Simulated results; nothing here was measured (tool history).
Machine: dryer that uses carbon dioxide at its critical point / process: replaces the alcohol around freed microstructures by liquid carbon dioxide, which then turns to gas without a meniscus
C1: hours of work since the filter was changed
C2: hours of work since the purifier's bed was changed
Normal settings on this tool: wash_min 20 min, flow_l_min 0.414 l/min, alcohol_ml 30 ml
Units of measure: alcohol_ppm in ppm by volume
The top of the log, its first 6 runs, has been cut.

Run 7, hour 46.4: usual settings but flow_l_min 0.438 l/min; C1 214; C2 49. Result: alcohol_ppm 81 ppm by volume.
Run 8, hour 55.2: usual settings but flow_l_min 0.438 l/min; C1 219; C2 54. Result: alcohol_ppm 74 ppm by volume.
Run 9, hour 65.4: usual settings but alcohol_ml 56 ml; C1 225; C2 60. Result: alcohol_ppm 160 ppm by volume.
Run 10, hour 69.7: usual settings but alcohol_ml 56 ml; C1 228; C2 63. Result: alcohol_ppm 178 ppm by volume.
Run 11, hour 77.0: usual settings but alcohol_ml 56 ml; C1 232; C2 67. Result: alcohol_ppm 181 ppm by volume.
Run 12, hour 85.0: usual settings but alcohol_ml 56 ml; C1 237; C2 72. Result: alcohol_ppm 189 ppm by volume.
Run 13, hour 92.1: usual settings but alcohol_ml 56 ml; C1 242; C2 76. Result: alcohol_ppm 177 ppm by volume.
Run 14, hour 99.3: usual settings but alcohol_ml 56 ml; C1 246; C2 81. Result: alcohol_ppm 182 ppm by volume.
Run 15, hour 106.9: usual settings but flow_l_min 0.317 l/min; C1 250; C2 85. Result: alcohol_ppm 373 ppm by volume.
Run 16, hour 113.3: usual settings but flow_l_min 0.317 l/min; C1 254; C2 89. Result: alcohol_ppm 357 ppm by volume.
Run 17, hour 119.9: usual settings but wash_min 31 min, flow_l_min 0.361 l/min, alcohol_ml 40 ml; C1 258; C2 93. Result: alcohol_ppm 56 ppm by volume.
Run 18, hour 127.9: usual settings but wash_min 31 min, flow_l_min 0.361 l/min, alcohol_ml 40 ml; C1 263; C2 98. Result: alcohol_ppm 49 ppm by volume.
Run 19, hour 132.1: usual settings but wash_min 31 min, flow_l_min 0.361 l/min, alcohol_ml 40 ml; C1 266; C2 101. Result: alcohol_ppm 44 ppm by volume.
Run 20, hour 138.9: usual settings but wash_min 28 min, flow_l_min 0.536 l/min, alcohol_ml 34 ml; C1 270; C2 105. Result: alcohol_ppm 36 ppm by volume.
Run 21, hour 149.0: usual settings but wash_min 31 min, flow_l_min 0.471 l/min, alcohol_ml 92 ml; C1 276; C2 111. Result: alcohol_ppm 25 ppm by volume.

Run 22 comes next. What will it give?
Run 22, hour 158.8: usual settings but wash_min 31 min, flow_l_min 0.471 l/min, alcohol_ml 92 ml; C1 282; C2 117. Result: alcohol_ppm ?.

alcohol_ppm: 40 ppm by volume
On a tool with no hidden condition, and with the same random variation, this run would have come out at alcohol_ppm 6 ppm by volume.

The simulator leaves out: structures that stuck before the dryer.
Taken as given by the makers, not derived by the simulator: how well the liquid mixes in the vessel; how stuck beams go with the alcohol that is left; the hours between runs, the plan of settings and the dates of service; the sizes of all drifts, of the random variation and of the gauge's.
